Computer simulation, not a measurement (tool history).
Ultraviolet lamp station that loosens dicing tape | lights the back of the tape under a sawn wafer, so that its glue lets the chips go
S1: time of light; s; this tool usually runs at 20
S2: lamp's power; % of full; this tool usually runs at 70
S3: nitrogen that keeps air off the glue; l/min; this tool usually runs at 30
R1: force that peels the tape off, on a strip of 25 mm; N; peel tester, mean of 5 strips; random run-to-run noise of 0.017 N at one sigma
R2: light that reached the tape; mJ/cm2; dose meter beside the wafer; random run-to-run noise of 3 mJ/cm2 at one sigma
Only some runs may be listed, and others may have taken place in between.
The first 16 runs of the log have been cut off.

run,day,S1,S2,S3,R1,R2
17,39.925,20,70,32,0.792,456
18,43.258,20,70,30,0.833,461
19,46.979,20,70,30,0.832,457
20,49.9,20,70,30,0.84,459
# day 50.767: window cleaned of glue's vapour
21,53.088,20,70,30,0.82,458
22,56.192,33,70,28,0.264,750
23,59.271,15,91,19,1.256,442
24,62.275,20,66,30,0.959,430
25,64.179,20,66,30,0.924,432
# day 66.108: window cleaned of glue's vapour
26,66.238,12,77,10,3.587,299
27,69.996,12,77,10,3.606,295
28,71.967,33,72,18,0.365,763
29,73.754,30,70,10,0.864,683
30,77.608,30,70,10,0.914,684
31,80.446,30,70,10,0.893,682
# day 81.521: window cleaned of glue's vapour
32,84.158,30,77,10,0.739,754
33,86.9,15,92,37,0.71,444
34,89.642,13,62,13,3.627,264
35,91.783,13,62,13,3.897,257
36,95.179,37,66,30,0.211,799
# day 96.758: window cleaned of glue's vapour
37,97.921,37,66,30,0.208,796
38,100.271,37,66,30,0.214,800
39,104.175,37,66,30,0.216,794
40,105.917,18,76,30,0.908,448
41,108.779,18,64,23,1.554,373

3 options for the next run, each taken on its own from the tool as it stands now. Forecast them:
A,110.367,20,67,30,?,?
B,110.367,11,73,13,?,?
C,110.367,18,63,23,?,?

run,R1,R2
A,0.923,439
B,3.933,257
C,1.643,369
With the hidden condition removed and each run's random variation left untouched, the same runs would have given:
run,R1,R2
A,0.919,439
B,3.926,257
C,1.638,370
